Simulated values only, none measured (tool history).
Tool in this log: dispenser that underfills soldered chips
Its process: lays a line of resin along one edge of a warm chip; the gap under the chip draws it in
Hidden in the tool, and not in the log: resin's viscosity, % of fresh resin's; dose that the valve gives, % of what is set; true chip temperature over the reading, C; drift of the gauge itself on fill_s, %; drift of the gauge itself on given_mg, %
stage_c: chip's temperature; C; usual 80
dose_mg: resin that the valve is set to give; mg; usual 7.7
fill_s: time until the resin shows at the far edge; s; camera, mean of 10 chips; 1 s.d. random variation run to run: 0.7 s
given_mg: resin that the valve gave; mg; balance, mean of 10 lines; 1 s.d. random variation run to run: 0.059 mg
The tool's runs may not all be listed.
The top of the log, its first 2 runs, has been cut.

run   hour  stage_c  dose_mg  hours of work since the syringe was changed  hours of work since the valve was cleaned  hours of work since the stage was calibrated  fill_s  given_mg
        12  -- new syringe of resin
      14.5  -- dispensing valve cleaned and set on the balance
  3   22.9       80      7.7                                            7                                          6                                           233    96.5      7.65
      24.7  -- new syringe of resin
  4   30.8       80      7.7                                            4                                         11                                           238    80.1      7.57
      35.7  -- new syringe of resin
  5   42.9       80      7.7                                            5                                         20                                           246    84.7      7.65
      46.6  -- new syringe of resin
  6   54.6       80      7.7                                            6                                         28                                           254    90.1      7.55
      58.3  -- new syringe of resin
  7   66.9       80      7.7                                            6                                         36                                           263    89.7      7.45
      69.3  -- new syringe of resin
      80.1  -- new syringe of resin
  8   81.2       80      7.7                                            1                                         46                                           272    64.3      7.42
      91.2  -- new syringe of resin
  9     93       80      7.7                                            1                                         54                                           281    65.2      7.39
     102.5  -- new syringe of resin
 10  104.7       80      7.7                                            2                                         62                                           289      69       7.4
     113.2  -- dispensing valve cleaned and set on the balance
     115.1  -- new syringe of resin
 11  119.7       80      7.7                                            3                                          4                                           298    76.6      7.61
     126.6  -- new syringe of resin
 12  132.2       71      7.7                                            4                                         13                                           307   100.7      7.66
     138.5  -- new syringe of resin
 13  148.4       71      7.7                                            7                                         24                                           318   122.7      7.51
     149.6  -- new syringe of resin
     160.9  -- new syringe of resin
 14  162.9       71      8.3                                            1                                         34                                           328    82.1      7.99
     172.2  -- new syringe of resin
 15  174.9       71      8.3                                            2                                         42                                           336    87.2      8.11

Run 16, settings as shown, results not yet in. Your forecast:
     183.2  -- new syringe of resin
 16   189       89     7.51                                            4                                         52                                           346       ?         ?

{"run 16": {"fill_s": 61.4, "given_mg": 7.2}}
The same run, on a tool lacking any hidden state, would have yielded fill_s 49.8 s, given_mg 7.53 mg.
